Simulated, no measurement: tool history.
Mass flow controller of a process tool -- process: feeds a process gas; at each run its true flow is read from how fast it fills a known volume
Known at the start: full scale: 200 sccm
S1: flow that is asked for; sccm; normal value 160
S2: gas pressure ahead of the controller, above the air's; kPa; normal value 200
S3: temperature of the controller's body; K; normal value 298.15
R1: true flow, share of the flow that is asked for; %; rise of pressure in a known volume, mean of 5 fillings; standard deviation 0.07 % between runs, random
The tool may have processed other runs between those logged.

| run | hour | S1 | S2 | S3 | R1 |
|---|---|---|---|---|---|
| 1 | 0 | 160 | 200 | 298.15 | 98.48 |
| 2 | 175.3 | 160 | 200 | 298.15 | 98.31 |
| 3 | 256.4 | 160 | 200 | 298.15 | 98.35 |
| 4 | 334.8 | 160 | 200 | 298.15 | 98.29 |
| 5 | 464.1 | 160 | 200 | 298.15 | 98.33 |
|  | 511.6 | controller's zero set anew |
| 6 | 570.7 | 160 | 200 | 298.15 | 97.93 |
| 7 | 686.3 | 160 | 200 | 298.15 | 97.73 |
| 8 | 840.9 | 64 | 200 | 298.15 | 93.07 |
| 9 | 948.1 | 64 | 200 | 298.15 | 93.12 |
|  | 995.8 | controller's zero set anew, once more |
| 10 | 1138.9 | 64 | 200 | 298.15 | 98.11 |
| 11 | 1248.3 | 64 | 200 | 298.15 | 98.08 |
| 12 | 1363.3 | 64 | 200 | 298.15 | 98.01 |
| 13 | 1514.9 | 160 | 200 | 298.15 | 99.7 |
| 14 | 1697.9 | 160 | 200 | 298.15 | 99.67 |
| 15 | 1826.9 | 160 | 200 | 294.15 | 99.48 |
| 16 | 2007.4 | 160 | 200 | 294.15 | 99.32 |
| 17 | 2140.5 | 34 | 264 | 301.15 | 96.74 |
| 18 | 2244.7 | 21 | 182 | 297.15 | 94.76 |
| 19 | 2403.4 | 160 | 200 | 296.15 | 99.39 |
| 20 | 2485.1 | 160 | 200 | 296.15 | 99.27 |
| 21 | 2661.6 | 110 | 267 | 299.15 | 98.89 |
| 22 | 2769.1 | 110 | 267 | 299.15 | 98.86 |
| 23 | 2865.2 | 28 | 147 | 306.15 | 94.84 |
| 24 | 3011.1 | 160 | 244 | 298.15 | 99.59 |
| 25 | 3149.4 | 160 | 244 | 298.15 | 99.58 |
| 26 | 3292.3 | 54 | 200 | 307.15 | 96.68 |
| 27 | 3457.9 | 32 | 246 | 297.15 | 94.52 |
| 28 | 3540.4 | 52 | 185 | 298.15 | 95.79 |
| 29 | 3632.5 | 52 | 185 | 298.15 | 95.74 |
| 30 | 3793.8 | 52 | 185 | 298.15 | 95.75 |
| 31 | 3986.8 | 52 | 185 | 298.15 | 95.56 |
| 32 | 4122.4 | 52 | 185 | 298.15 | 95.45 |

Same runs, no hidden state in the tool, same run-to-run variation:
What the log doesn't record here: flow at rest that the sensor doesn't see, % of full scale; true flow over the shown one, %; drift of the gauge itself on true_pct, %.
| run | R1 |
|---|---|
| 1 | 99.39 |
| 2 | 99.26 |
| 3 | 99.32 |
| 4 | 99.28 |
| 5 | 99.34 |
| 6 | 99.34 |
| 7 | 99.17 |
| 8 | 97.53 |
| 9 | 97.66 |
| 10 | 97.66 |
| 11 | 97.7 |
| 12 | 97.7 |
| 13 | 99.28 |
| 14 | 99.28 |
| 15 | 99.12 |
| 16 | 99 |
| 17 | 97.62 |
| 18 | 96.79 |
| 19 | 99.15 |
| 20 | 99.05 |
| 21 | 98.92 |
| 22 | 98.92 |
| 23 | 97.15 |
| 24 | 99.49 |
| 25 | 99.5 |
| 26 | 97.89 |
| 27 | 97.26 |
| 28 | 97.28 |
| 29 | 97.3 |
| 30 | 97.44 |
| 31 | 97.4 |
| 32 | 97.4 |

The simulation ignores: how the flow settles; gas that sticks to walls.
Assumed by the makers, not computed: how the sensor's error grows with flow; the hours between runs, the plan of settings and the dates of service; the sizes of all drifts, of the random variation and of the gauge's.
